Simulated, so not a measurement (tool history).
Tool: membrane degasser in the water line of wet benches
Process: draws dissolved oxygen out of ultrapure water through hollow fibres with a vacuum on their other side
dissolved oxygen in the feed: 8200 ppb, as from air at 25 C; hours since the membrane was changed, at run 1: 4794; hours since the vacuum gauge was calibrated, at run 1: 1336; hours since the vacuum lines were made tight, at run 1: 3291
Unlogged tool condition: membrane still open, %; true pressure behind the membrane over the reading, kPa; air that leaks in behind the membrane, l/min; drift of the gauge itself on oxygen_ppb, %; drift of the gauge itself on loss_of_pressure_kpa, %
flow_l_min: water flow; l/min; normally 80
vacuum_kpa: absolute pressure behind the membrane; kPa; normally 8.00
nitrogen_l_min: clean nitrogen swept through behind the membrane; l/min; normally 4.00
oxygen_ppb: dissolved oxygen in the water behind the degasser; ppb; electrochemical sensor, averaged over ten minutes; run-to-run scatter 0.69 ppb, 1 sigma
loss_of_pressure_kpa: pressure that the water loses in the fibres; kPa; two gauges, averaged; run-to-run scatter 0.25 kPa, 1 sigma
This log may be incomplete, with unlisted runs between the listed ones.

| run | day | flow_l_min | vacuum_kpa | nitrogen_l_min | hours since the membrane was changed | hours since the vacuum gauge was calibrated | hours since the vacuum lines were made tight | oxygen_ppb | loss_of_pressure_kpa |
|---|---|---|---|---|---|---|---|---|---|
| 1 | 0.000 | 80 | 8.00 | 4.00 | 4794 | 1336 | 3291 | 216.5 | 64.81 |
| 2 | 3.175 | 80 | 8.00 | 4.00 | 4871 | 1412 | 3367 | 215.9 | 64.71 |
| 3 | 6.492 | 80 | 5.44 | 4.00 | 4950 | 1492 | 3446 | 105.2 | 64.44 |
| 4 | 9.450 | 80 | 5.44 | 4.00 | 5021 | 1563 | 3517 | 104.9 | 64.76 |
| 5 | 11.862 | 80 | 13.20 | 4.00 | 5079 | 1621 | 3575 | 428.2 | 64.99 |
| 6 | 16.562 | 80 | 13.20 | 4.00 | 5192 | 1734 | 3688 | 428.6 | 65.37 |
| 7 | 18.933 | 80 | 8.00 | 4.00 | 5249 | 1790 | 3745 | 214.9 | 65.21 |
| 8 | 21.612 | 80 | 8.00 | 4.00 | 5313 | 1855 | 3809 | 215.4 | 64.64 |
| 9 | 25.354 | 77 | 8.00 | 4.00 | 5403 | 1944 | 3899 | 206.9 | 62.14 |
| 10 | 29.908 | 77 | 8.00 | 4.00 | 5512 | 2054 | 4008 | 205.6 | 62.70 |
| 11 | 33.608 | 77 | 8.00 | 4.00 | 5601 | 2143 | 4097 | 207.4 | 62.31 |
| 12 | 38.517 | 80 | 8.00 | 4.24 | 5719 | 2260 | 4215 | 203.4 | 64.78 |
| 13 | 42.654 | 80 | 8.00 | 4.24 | 5818 | 2360 | 4314 | 204.4 | 64.75 |
| 14 | 45.958 | 128 | 8.00 | 4.00 | 5897 | 2439 | 4394 | 327.7 | 103.60 |
| 15 | 48.633 | 128 | 8.00 | 4.00 | 5962 | 2503 | 4458 | 329.8 | 103.30 |
| 16 | 52.504 | 80 | 6.24 | 4.00 | 6055 | 2596 | 4551 | 138.2 | 64.98 |
| 17 | 55.454 | 66 | 8.00 | 4.00 | 6125 | 2667 | 4621 | 178.3 | 52.80 |
| 18 | 59.154 | 66 | 8.00 | 4.00 | 6214 | 2756 | 4710 | 177.6 | 53.46 |
|  | 62.342 | gauge calibrated |
| 19 | 62.779 | 66 | 8.00 | 4.00 | 6301 | 2843 | 4797 | 180.0 | 53.09 |
| 20 | 66.625 | 66 | 8.00 | 4.00 | 6393 | 2935 | 4890 | 179.6 | 53.40 |
| 21 | 70.475 | 80 | 17.93 | 8.89 | 6486 | 3027 | 4982 | 309.5 | 64.54 |
| 22 | 74.058 | 67 | 9.03 | 3.75 | 6572 | 3113 | 5068 | 233.1 | 54.40 |
| 23 | 77.508 | 81 | 11.50 | 7.44 | 6655 | 3196 | 5151 | 212.5 | 65.85 |
| 24 | 80.638 | 81 | 11.50 | 7.44 | 6730 | 3271 | 5226 | 212.3 | 65.56 |
| 25 | 84.196 | 81 | 11.50 | 7.44 | 6815 | 3357 | 5311 | 214.0 | 65.35 |
| 26 | 86.408 | 112 | 11.50 | 7.44 | 6868 | 3410 | 5364 | 292.7 | 90.72 |
| 27 | 90.604 | 61 | 8.00 | 4.00 | 6969 | 3511 | 5465 | 166.1 | 49.55 |
| 28 | 93.804 | 80 | 8.00 | 11.75 | 7046 | 3587 | 5542 | 83.9 | 65.23 |
| 29 | 97.242 | 80 | 8.00 | 11.75 | 7128 | 3670 | 5624 | 83.7 | 65.45 |
| 30 | 101.567 | 80 | 8.00 | 11.75 | 7232 | 3774 | 5728 | 84.1 | 64.84 |
| 31 | 105.150 | 80 | 5.73 | 4.00 | 7318 | 3860 | 5814 | 117.0 | 65.27 |
| 32 | 109.504 | 65 | 6.88 | 2.63 | 7423 | 3964 | 5919 | 195.2 | 52.71 |
| 33 | 111.921 | 126 | 7.89 | 1.67 | 7481 | 4022 | 5977 | 584.5 | 102.03 |

Each row is a separate what-if for the run after 33, all from the same tool condition, not one after another. Results?
| A | 114.621 | 101 | 7.89 | 1.67 | 7545 | 4087 | 6041 | ? | ? |
| B | 114.621 | 58 | 7.89 | 1.67 | 7545 | 4087 | 6041 | ? | ? |
| C | 114.621 | 55 | 7.89 | 1.67 | 7545 | 4087 | 6041 | ? | ? |

| run | oxygen_ppb | loss_of_pressure_kpa |
|---|---|---|
| A | 497.5 | 82.12 |
| B | 321.8 | 47.08 |
| C | 309.8 | 44.58 |
Without the tool's unlogged condition, the same runs would have read:
| run | oxygen_ppb | loss_of_pressure_kpa |
|---|---|---|
| A | 504.2 | 82.09 |
| B | 326.1 | 47.06 |
| C | 313.9 | 44.56 |
